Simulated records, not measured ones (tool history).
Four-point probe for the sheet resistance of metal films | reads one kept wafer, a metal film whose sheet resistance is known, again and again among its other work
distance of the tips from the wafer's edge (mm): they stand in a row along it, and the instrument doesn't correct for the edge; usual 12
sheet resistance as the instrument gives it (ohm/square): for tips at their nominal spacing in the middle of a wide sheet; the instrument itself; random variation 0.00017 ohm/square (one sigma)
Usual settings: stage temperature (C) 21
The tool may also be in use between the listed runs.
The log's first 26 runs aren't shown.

| run | hour | stage temperature (C) | distance of the tips from the wafer's edge (mm) | sheet resistance as the instrument gives it (ohm/square) |
|---|---|---|---|---|
| 27 | 805.3 | 22 | 49 | 0.855834 |
| 28 | 849.9 | 21 | 11 | 0.856924 |
| 29 | 872.9 | 19 | 3 | 0.874337 |
| 30 | 897.1 | 19 | 3 | 0.874194 |
| 31 | 934.2 | 19 | 3 | 0.874171 |
| 32 | 961.5 | 19 | 3 | 0.874153 |
| 33 | 994.1 | 19 | 3 | 0.874271 |
| 34 | 1037.3 | 25 | 6 | 0.862862 |
| 35 | 1082.9 | 19 | 6 | 0.859029 |

Forecast each of these 5 alternatives for the next run:
| A | 1113.1 | 19 | 15 | ? |
| B | 1113.1 | 21 | 6 | ? |
| C | 1113.1 | 19 | 37 | ? |
| D | 1113.1 | 22 | 71 | ? |
| E | 1113.1 | 19 | 60 | ? |

| run | sheet resistance as the instrument gives it (ohm/square) |
|---|---|
| A | 0.854830 |
| B | 0.860501 |
| C | 0.854172 |
| D | 0.856000 |
| E | 0.854145 |
Without the tool's hidden state the same runs would have given:
| run | sheet resistance as the instrument gives it (ohm/square) |
|---|---|
| A | 0.854845 |
| B | 0.860516 |
| C | 0.854187 |
| D | 0.856015 |
| E | 0.854160 |
